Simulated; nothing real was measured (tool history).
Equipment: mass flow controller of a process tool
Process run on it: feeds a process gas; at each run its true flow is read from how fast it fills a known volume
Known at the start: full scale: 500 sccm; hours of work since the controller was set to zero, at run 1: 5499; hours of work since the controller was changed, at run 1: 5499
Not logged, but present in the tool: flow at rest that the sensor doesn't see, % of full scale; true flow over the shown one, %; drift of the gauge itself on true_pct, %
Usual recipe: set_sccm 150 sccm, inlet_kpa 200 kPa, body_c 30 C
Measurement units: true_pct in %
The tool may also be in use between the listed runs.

run    hour  set_sccm  inlet_kpa  body_c  hours of work since the controller was set to zero  hours of work since the controller was changed  true_pct
  1       0       150        200      30                                                5499                                            5499     99.52
  2   221.8       150        200      30                                                5670                                            5670     99.51
  3   396.5       150        200      30                                                5803                                            5803     99.46
  4   642.8       150        200      30                                                5992                                            5992     99.47
  5   781.6       150        200      30                                                6099                                            6099     99.45
  6  1019.1       150        200      30                                                6281                                            6281     99.42
  7  1232.2       150        200      30                                                6444                                            6444     99.52
  8  1510.6       150        278      30                                                6658                                            6658     99.11
  9  1745.7       150        278      36                                                6838                                            6838     99.73
 10  1899.2       150        200      30                                                6956                                            6956     99.54
     1927.3  -- controller's zero set anew
 11    2177       150        200      30                                                 192                                            7169     99.31
 12  2314.3       150        200      30                                                 297                                            7274     99.22
 13  2452.9       150        200      30                                                 403                                            7380     99.25
 14  2720.9       136        251      23                                                 609                                            7586      98.1
 15  2957.9        66        208      24                                                 790                                            7768     96.03
 16  3116.4        66        208      24                                                 912                                            7889     95.99
 17  3369.8       390        216      31                                                1106                                            8083    100.74
     3443.9  -- controller's zero set anew, once more
 18  3686.1       390        216      31                                                 186                                            8326    101.38
 19  3840.3       390        216      31                                                 304                                            8444    101.51
 20  3969.6       350        244      24                                                 403                                            8543    100.72
 21  4209.3       282        196      25                                                 587                                            8727    100.92
 22  4515.2       100        277      30                                                 822                                            8962    100.17
 23  4647.2       227        276      22                                                 923                                            9063     100.1

Consider 4 possible next runs. They are alternatives, not a sequence: every one starts from the tool as it was left by run 23. What does each give?
  A  4962.5        52        200      30                                                1165                                            9305         ?
  B  4962.5       313        209      22                                                1165                                            9305         ?
  C  4962.5       150        200      28                                                1165                                            9305         ?
  D  4962.5       105        237      21                                                1165                                            9305         ?

run  true_pct
  A    100.02
  B     100.5
  C    100.73
  D     99.77
With the hidden condition removed and each run's random variation left untouched, the same runs would have given:
run  true_pct
  A     99.81
  B      99.3
  C     99.74
  D     98.95

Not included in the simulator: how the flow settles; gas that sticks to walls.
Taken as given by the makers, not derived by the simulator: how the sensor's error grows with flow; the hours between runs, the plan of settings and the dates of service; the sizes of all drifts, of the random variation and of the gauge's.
